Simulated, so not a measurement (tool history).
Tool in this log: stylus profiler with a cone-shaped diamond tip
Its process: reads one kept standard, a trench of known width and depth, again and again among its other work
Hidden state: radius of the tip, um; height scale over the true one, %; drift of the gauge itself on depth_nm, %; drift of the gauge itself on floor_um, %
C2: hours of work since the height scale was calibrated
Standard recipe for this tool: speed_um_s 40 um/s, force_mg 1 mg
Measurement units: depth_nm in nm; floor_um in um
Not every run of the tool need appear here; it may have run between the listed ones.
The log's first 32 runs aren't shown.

Run 33, hour 1456.9: usual settings but speed_um_s 15 um/s, force_mg 0.58 mg; scans with this tip 9058; C2 127. Result: depth_nm 200.38 nm, floor_um 97.66 um.
Run 34, hour 1485.4: usual settings but speed_um_s 15 um/s, force_mg 0.58 mg; scans with this tip 9130; C2 145. Result: depth_nm 200.4 nm, floor_um 97.64 um.
Run 35, hour 1529.2: usual settings but speed_um_s 30 um/s, force_mg 0.58 mg; scans with this tip 9240; C2 172. Result: depth_nm 200.54 nm, floor_um 97.48 um.
Run 36, hour 1567.6: usual settings but speed_um_s 10 um/s; scans with this tip 9336; C2 197. Result: depth_nm 200.85 nm, floor_um 97.68 um.
Run 37, hour 1623.2: usual settings but speed_um_s 15 um/s, force_mg 1.59 mg; scans with this tip 9475; C2 231. Result: depth_nm 200.91 nm, floor_um 97.7 um.
Run 38, hour 1672: usual settings but force_mg 1.91 mg; scans with this tip 9598; C2 262. Result: depth_nm 201.16 nm, floor_um 97.56 um.
Run 39, hour 1723.9: usual settings but force_mg 1.91 mg; scans with this tip 9728; C2 294. Result: depth_nm 201.06 nm, floor_um 97.58 um.
Run 40, hour 1776.6: usual settings but force_mg 1.91 mg; scans with this tip 9860; C2 327. Result: depth_nm 201.21 nm, floor_um 97.48 um.
Run 41, hour 1836.1: usual settings but force_mg 1.91 mg; scans with this tip 10009; C2 365. Result: depth_nm 201.15 nm, floor_um 97.51 um.
Run 42, hour 1884.1: usual settings but force_mg 0.68 mg; scans with this tip 10130; C2 395. Result: depth_nm 200.54 nm, floor_um 97.38 um.
Run 43, hour 1920.5: usual settings but speed_um_s 42 um/s, force_mg 0.64 mg; scans with this tip 10221; C2 418. Result: depth_nm 200.59 nm, floor_um 97.35 um.
Run 44, hour 1981.6: usual settings but speed_um_s 85 um/s, force_mg 1.07 mg; scans with this tip 10375; C2 456. Result: depth_nm 200.66 nm, floor_um 97.18 um.
Run 45, hour 2041.5: usual settings but speed_um_s 24 um/s, force_mg 2.61 mg; scans with this tip 10525; C2 494. Result: depth_nm 201.38 nm, floor_um 97.6 um.
Run 46, hour 2098.9: usual settings but speed_um_s 31 um/s, force_mg 2.22 mg; scans with this tip 10669; C2 529. Result: depth_nm 201.37 nm, floor_um 97.55 um.
Run 47, hour 2134.8: usual settings but speed_um_s 31 um/s, force_mg 2.22 mg; scans with this tip 10759; C2 552. Result: depth_nm 201.23 nm, floor_um 97.53 um.

3 ways to go on from here, each from the tool as it stands after run 47. What would each give?
Run A, hour 2188.2: usual settings but speed_um_s 111 um/s, force_mg 2.22 mg; scans with this tip 10893; C2 585. Result: depth_nm ?, floor_um ?.
Run B, hour 2188.2: usual settings but speed_um_s 30 um/s, force_mg 0.46 mg; scans with this tip 10893; C2 585. Result: depth_nm ?, floor_um ?.
Run C, hour 2188.2: usual settings but speed_um_s 21 um/s, force_mg 1.58 mg; scans with this tip 10893; C2 585. Result: depth_nm ?, floor_um ?.

run  depth_nm  floor_um
  A    201.35     97.17
  B     200.6     97.38
  C    201.11      97.5
With the hidden condition removed and each run's random variation left untouched, the same runs would have given:
run  depth_nm  floor_um
  A     201.2     97.75
  B    200.45     97.97
  C    200.95     98.09
